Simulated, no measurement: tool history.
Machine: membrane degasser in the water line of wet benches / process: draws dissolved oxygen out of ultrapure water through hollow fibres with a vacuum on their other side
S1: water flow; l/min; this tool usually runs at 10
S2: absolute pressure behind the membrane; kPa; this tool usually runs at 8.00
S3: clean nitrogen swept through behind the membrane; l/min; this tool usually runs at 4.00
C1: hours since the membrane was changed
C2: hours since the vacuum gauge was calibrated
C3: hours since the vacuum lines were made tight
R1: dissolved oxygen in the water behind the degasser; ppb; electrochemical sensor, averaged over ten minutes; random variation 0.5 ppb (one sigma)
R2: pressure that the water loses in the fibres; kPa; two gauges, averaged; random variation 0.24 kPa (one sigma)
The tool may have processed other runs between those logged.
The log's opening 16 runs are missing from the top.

run    hour  S1     S2    S3    C1    C2    C3     R1     R2
 17   814.5  10  12.60  4.00  3118  4899   526   67.1  61.21
 18   843.4  10   5.58  4.00  3147  4928   555   25.0  60.87
 19   898.2  12  10.11  7.02  3202  4982   609   45.4  73.44
 20   936.4  10   6.62  8.49  3240  5021   648   20.8  62.23
 21   966.8   8   6.14  3.96  3271  5051   678   20.7  49.14
 22  1021.3  12  16.96  2.90  3325  5105   732  153.4  73.92
 23  1066.8  12   8.00  9.51  3371  5151   778   31.5  74.10
 24  1109.2  12   8.00  9.51  3413  5193   820   30.6  74.57
 25  1173.0  12   8.00  3.31  3477  5257   884   59.4  74.71
 26  1231.8  12   8.00  3.31  3536  5316   943   59.1  74.42
 27  1266.4  11   8.00  6.28  3570  5351   978   33.7  68.69
 28  1299.9  10   9.68  4.00  3604  5384  1011   50.4  62.20
 29  1355.3  10   9.68  7.07  3659  5439  1066   33.8  62.38
 30  1391.3   8   9.68  7.07  3695  5475  1102   24.3  50.34
 31  1442.3   8   9.68  7.07  3746  5526  1153   24.9  50.24
 32  1510.8  13   7.72  9.01  3815  5595  1222   35.7  81.90

Each row is a separate what-if for the run after 32, all from the same tool condition, not one after another. Results?
  A  1539.0   6   9.65  10.21  3843  5623  1250   ?   ?
  B  1539.0  10  13.09   4.00  3843  5623  1250   ?   ?
  C  1539.0  10   7.54   4.00  3843  5623  1250   ?   ?
  D  1539.0  10  15.42   1.95  3843  5623  1250   ?   ?

run     R1     R2
  A   12.1  37.65
  B   71.3  63.15
  C   37.2  62.82
  D  161.3  62.57
Without the tool's hidden state the same runs would have given:
run     R1     R2
  A   12.1  36.45
  B   71.2  61.12
  C   37.1  60.81
  D  161.2  60.56
